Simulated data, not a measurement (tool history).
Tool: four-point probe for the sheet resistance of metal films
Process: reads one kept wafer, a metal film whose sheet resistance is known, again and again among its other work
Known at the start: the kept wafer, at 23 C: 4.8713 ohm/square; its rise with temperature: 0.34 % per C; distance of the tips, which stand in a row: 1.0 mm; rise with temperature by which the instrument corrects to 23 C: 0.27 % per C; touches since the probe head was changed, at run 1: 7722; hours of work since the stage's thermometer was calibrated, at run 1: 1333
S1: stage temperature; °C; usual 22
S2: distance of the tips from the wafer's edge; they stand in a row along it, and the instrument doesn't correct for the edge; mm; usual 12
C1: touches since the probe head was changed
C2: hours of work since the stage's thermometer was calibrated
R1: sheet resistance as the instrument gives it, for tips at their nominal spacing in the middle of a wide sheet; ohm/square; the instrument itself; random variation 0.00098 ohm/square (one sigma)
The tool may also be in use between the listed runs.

{"run": 1, "hour": 0.0, "S1": 22, "S2": 12, "C1": 7722, "C2": 1333, "R1": 4.88491}
{"run": 2, "hour": 9.6, "S1": 22, "S2": 12, "C1": 8041, "C2": 1337, "R1": 4.886357}
{"run": 3, "hour": 21.5, "S1": 22, "S2": 12, "C1": 8437, "C2": 1342, "R1": 4.883824}
{"run": 4, "hour": 36.3, "S1": 22, "S2": 12, "C1": 8930, "C2": 1348, "R1": 4.885279}
{"run": 5, "hour": 53.8, "S1": 22, "S2": 12, "C1": 9510, "C2": 1355, "R1": 4.886813}
{"run": 6, "hour": 73.9, "S1": 22, "S2": 12, "C1": 10179, "C2": 1364, "R1": 4.886213}
{"run": 7, "hour": 92.9, "S1": 22, "S2": 12, "C1": 10813, "C2": 1372, "R1": 4.886672}
{"run": 8, "hour": 111.9, "S1": 22, "S2": 12, "C1": 11445, "C2": 1380, "R1": 4.885976}
{"run": 9, "hour": 122.7, "S1": 22, "S2": 12, "C1": 11804, "C2": 1384, "R1": 4.884902}
{"run": 10, "hour": 141.4, "S1": 22, "S2": 12, "C1": 12425, "C2": 1392, "R1": 4.885604}
{"run": 11, "hour": 155.1, "S1": 22, "S2": 12, "C1": 12881, "C2": 1398, "R1": 4.886134}
{"run": 12, "hour": 171.3, "S1": 19, "S2": 4, "C1": 13420, "C2": 1405, "R1": 5.01443}
{"run": 13, "hour": 189.1, "S1": 20, "S2": 42, "C1": 14014, "C2": 1412, "R1": 4.861665}
{"run": 14, "hour": 209.0, "S1": 20, "S2": 5, "C1": 14676, "C2": 1421, "R1": 4.963578}
{"run": 15, "hour": 224.3, "S1": 21, "S2": 19, "C1": 15184, "C2": 1427, "R1": 4.871704}
{"run": 16, "hour": 235.2, "S1": 24, "S2": 44, "C1": 15548, "C2": 1432, "R1": 4.87711}
{"run": 17, "hour": 243.7, "S1": 24, "S2": 17, "C1": 15828, "C2": 1436, "R1": 4.882976}
{"run": 18, "hour": 252.1, "S1": 32, "S2": 4, "C1": 16108, "C2": 1439, "R1": 5.061661}
{"run": 19, "hour": 265.8, "S1": 20, "S2": 10, "C1": 16565, "C2": 1445, "R1": 4.887316}

3 ways to go on from here, each from the tool as it stands after run 19. What would each give?
{"hour": 273.6, "done": "stage's thermometer calibrated"}
{"run": "A", "hour": 278.0, "S1": 22, "S2": 16, "C1": 16953, "C2": 2, "R1": "?"}
{"hour": 273.6, "done": "stage's thermometer calibrated"}
{"run": "B", "hour": 278.0, "S1": 18, "S2": 11, "C1": 16953, "C2": 2, "R1": "?"}
{"hour": 273.6, "done": "stage's thermometer calibrated"}
{"run": "C", "hour": 278.0, "S1": 22, "S2": 56, "C1": 16953, "C2": 2, "R1": "?"}

run=A R1=4.877308
run=B R1=4.874197
run=C R1=4.869188
Without the tool's hidden state the same runs would have given:
run=A R1=4.877313
run=B R1=4.874202
run=C R1=4.869193

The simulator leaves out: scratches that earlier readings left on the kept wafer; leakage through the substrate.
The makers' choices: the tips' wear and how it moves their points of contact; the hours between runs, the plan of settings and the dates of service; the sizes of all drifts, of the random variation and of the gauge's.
